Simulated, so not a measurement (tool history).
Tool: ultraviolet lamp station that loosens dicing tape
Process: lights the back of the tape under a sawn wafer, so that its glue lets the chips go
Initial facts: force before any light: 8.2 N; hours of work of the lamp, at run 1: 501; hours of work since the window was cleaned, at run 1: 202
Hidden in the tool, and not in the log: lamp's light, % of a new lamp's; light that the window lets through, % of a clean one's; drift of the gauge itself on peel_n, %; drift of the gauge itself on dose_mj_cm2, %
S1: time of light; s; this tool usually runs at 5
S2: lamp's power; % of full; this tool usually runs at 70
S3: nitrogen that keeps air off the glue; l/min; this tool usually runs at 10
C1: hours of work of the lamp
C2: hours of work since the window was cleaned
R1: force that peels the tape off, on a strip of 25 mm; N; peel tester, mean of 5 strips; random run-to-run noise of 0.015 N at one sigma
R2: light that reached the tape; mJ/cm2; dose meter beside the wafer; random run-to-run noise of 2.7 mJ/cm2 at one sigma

| run | hour | S1 | S2 | S3 | C1 | C2 | R1 | R2 |
|---|---|---|---|---|---|---|---|---|
| 1 | 0.0 | 5 | 70 | 10 | 501 | 202 | 1.056 | 298 |
| 2 | 61.8 | 5 | 70 | 10 | 543 | 244 | 1.071 | 287 |
| 3 | 108.7 | 5 | 70 | 10 | 575 | 276 | 1.111 | 279 |
| 4 | 156.0 | 5 | 70 | 10 | 607 | 308 | 1.134 | 276 |
| 5 | 221.9 | 5 | 70 | 10 | 652 | 353 | 1.179 | 271 |
| 6 | 256.8 | 5 | 70 | 10 | 676 | 377 | 1.127 | 270 |
| 7 | 300.9 | 5 | 70 | 10 | 706 | 407 | 1.334 | 258 |
| 8 | 335.0 | 4 | 70 | 10 | 729 | 430 | 1.756 | 206 |
| 9 | 384.0 | 4 | 70 | 10 | 763 | 464 | 1.864 | 204 |
| 10 | 431.7 | 4 | 70 | 10 | 795 | 496 | 1.929 | 195 |
| 11 | 481.8 | 5 | 70 | 3 | 830 | 530 | 2.597 | 240 |
| 12 | 539.1 | 5 | 70 | 3 | 869 | 569 | 2.648 | 238 |
|  | 559.0 | window cleaned of glue's vapour |
| 13 | 599.3 | 5 | 70 | 3 | 909 | 27 | 3.118 | 218 |
| 14 | 635.7 | 5 | 70 | 3 | 934 | 52 | 3.138 | 207 |
|  | 680.5 | window cleaned of glue's vapour, once more |
| 15 | 680.5 | 5 | 70 | 3 | 964 | 0 | 2.386 | 274 |
| 16 | 755.3 | 5 | 70 | 3 | 1015 | 51 | 2.431 | 262 |
| 17 | 793.4 | 5 | 77 | 3 | 1041 | 77 | 2.202 | 284 |
| 18 | 855.0 | 5 | 77 | 3 | 1083 | 119 | 2.360 | 278 |
| 19 | 895.7 | 5 | 77 | 3 | 1111 | 147 | 2.377 | 279 |
| 20 | 941.7 | 5 | 77 | 3 | 1142 | 178 | 2.423 | 270 |
| 21 | 1004.1 | 5 | 77 | 3 | 1185 | 221 | 2.433 | 264 |
| 22 | 1067.2 | 10 | 70 | 10 | 1228 | 264 | 0.389 | 461 |
| 23 | 1109.0 | 10 | 70 | 10 | 1256 | 292 | 0.417 | 459 |
| 24 | 1161.9 | 5 | 72 | 8 | 1292 | 328 | 1.807 | 228 |
| 25 | 1226.1 | 5 | 72 | 8 | 1336 | 372 | 1.896 | 224 |
|  | 1243.5 | lamp changed |
| 26 | 1295.3 | 5 | 65 | 18 | 35 | 418 | 0.730 | 292 |
| 27 | 1370.3 | 5 | 92 | 3 | 86 | 469 | 1.332 | 406 |
| 28 | 1436.4 | 3 | 70 | 15 | 132 | 515 | 1.821 | 180 |
| 29 | 1487.3 | 6 | 80 | 6 | 166 | 549 | 0.788 | 404 |
|  | 1537.0 | window cleaned of glue's vapour |
| 30 | 1554.3 | 8 | 72 | 12 | 211 | 12 | 0.282 | 551 |
| 31 | 1608.0 | 5 | 72 | 8 | 248 | 48 | 0.935 | 339 |
| 32 | 1659.1 | 5 | 72 | 8 | 283 | 83 | 0.962 | 333 |
| 33 | 1717.5 | 4 | 72 | 6 | 323 | 123 | 1.719 | 262 |
| 34 | 1755.7 | 2 | 85 | 9 | 349 | 149 | 2.823 | 152 |
| 35 | 1794.8 | 5 | 97 | 5 | 375 | 176 | 0.845 | 421 |
| 36 | 1836.4 | 5 | 84 | 18 | 404 | 204 | 0.493 | 367 |
| 37 | 1896.6 | 3 | 84 | 7 | 445 | 245 | 2.061 | 213 |
| 38 | 1930.1 | 5 | 79 | 13 | 468 | 268 | 0.683 | 323 |
| 39 | 2007.9 | 7 | 70 | 10 | 521 | 321 | 0.562 | 401 |
| 40 | 2062.3 | 7 | 70 | 10 | 558 | 358 | 0.620 | 390 |
| 41 | 2103.5 | 7 | 70 | 10 | 586 | 386 | 0.605 | 383 |

Same runs, no hidden state in the tool, same run-to-run variation:
| run | R1 | R2 |
|---|---|---|
| 1 | 0.728 | 361 |
| 2 | 0.710 | 356 |
| 3 | 0.714 | 353 |
| 4 | 0.703 | 355 |
| 5 | 0.700 | 357 |
| 6 | 0.654 | 360 |
| 7 | 0.757 | 351 |
| 8 | 1.046 | 283 |
| 9 | 1.086 | 285 |
| 10 | 1.097 | 280 |
| 11 | 1.591 | 349 |
| 12 | 1.591 | 355 |
| 13 | 1.651 | 364 |
| 14 | 1.633 | 354 |
| 15 | 1.645 | 359 |
| 16 | 1.623 | 354 |
| 17 | 1.402 | 389 |
| 18 | 1.454 | 392 |
| 19 | 1.435 | 398 |
| 20 | 1.429 | 393 |
| 21 | 1.393 | 394 |
| 22 | 0.214 | 705 |
| 23 | 0.225 | 712 |
| 24 | 0.817 | 363 |
| 25 | 0.826 | 364 |
| 26 | 0.575 | 329 |
| 27 | 1.029 | 470 |
| 28 | 1.408 | 214 |
| 29 | 0.545 | 487 |
| 30 | 0.260 | 588 |
| 31 | 0.795 | 368 |
| 32 | 0.792 | 368 |
| 33 | 1.424 | 296 |
| 34 | 2.428 | 174 |
| 35 | 0.629 | 489 |
| 36 | 0.364 | 432 |
| 37 | 1.583 | 257 |
| 38 | 0.458 | 395 |
| 39 | 0.363 | 503 |
| 40 | 0.386 | 499 |
| 41 | 0.362 | 498 |

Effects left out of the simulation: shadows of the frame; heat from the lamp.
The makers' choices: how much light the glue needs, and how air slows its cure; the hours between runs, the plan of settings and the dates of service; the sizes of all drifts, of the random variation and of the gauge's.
